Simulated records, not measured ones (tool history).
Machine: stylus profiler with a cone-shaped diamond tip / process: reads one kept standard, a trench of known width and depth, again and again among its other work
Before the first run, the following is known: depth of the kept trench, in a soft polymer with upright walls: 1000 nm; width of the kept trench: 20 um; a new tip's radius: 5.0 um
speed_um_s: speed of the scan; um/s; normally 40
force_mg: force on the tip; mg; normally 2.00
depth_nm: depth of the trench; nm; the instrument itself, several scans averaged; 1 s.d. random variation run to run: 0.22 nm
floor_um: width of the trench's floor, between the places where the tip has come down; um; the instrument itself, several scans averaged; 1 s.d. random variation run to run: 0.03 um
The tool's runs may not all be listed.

| run | hour | speed_um_s | force_mg | depth_nm | floor_um |
|---|---|---|---|---|---|
| 1 | 0.0 | 40 | 2.00 | 1009.37 | 13.09 |
| 2 | 50.2 | 40 | 2.00 | 1009.75 | 13.11 |
| 3 | 103.8 | 40 | 2.00 | 1009.17 | 13.11 |
| 4 | 127.8 | 40 | 2.00 | 1009.81 | 13.03 |
| 5 | 168.8 | 68 | 2.00 | 1009.22 | 12.91 |
| 6 | 198.1 | 68 | 2.00 | 1009.92 | 12.92 |
| 7 | 234.4 | 19 | 3.09 | 1011.89 | 13.08 |
| 8 | 270.3 | 15 | 2.97 | 1011.44 | 13.10 |
| 9 | 318.8 | 117 | 4.44 | 1014.18 | 12.90 |
| 10 | 370.4 | 117 | 4.44 | 1014.31 | 12.86 |

Some steps in depth_nm between neighbouring runs. How much of each would the tool show without its hidden state too (settings, what came in, random variation), and how much is left for the hidden state, with any gauge scatter that isn't in both results?
What the log doesn't record here: radius of the tip, um; height scale over the true one, %; drift of the gauge itself on depth_nm, %; drift of the gauge itself on floor_um, %.
Run 8 -> 9: speed_um_s 15 -> 117, force_mg 2.97 -> 4.44. depth_nm +2.74 nm: hidden state +0.08, all else +2.66.
Run 9 -> 10: nothing adjusted, nothing logged. depth_nm +0.13 nm: hidden state +0.10, all else +0.03.
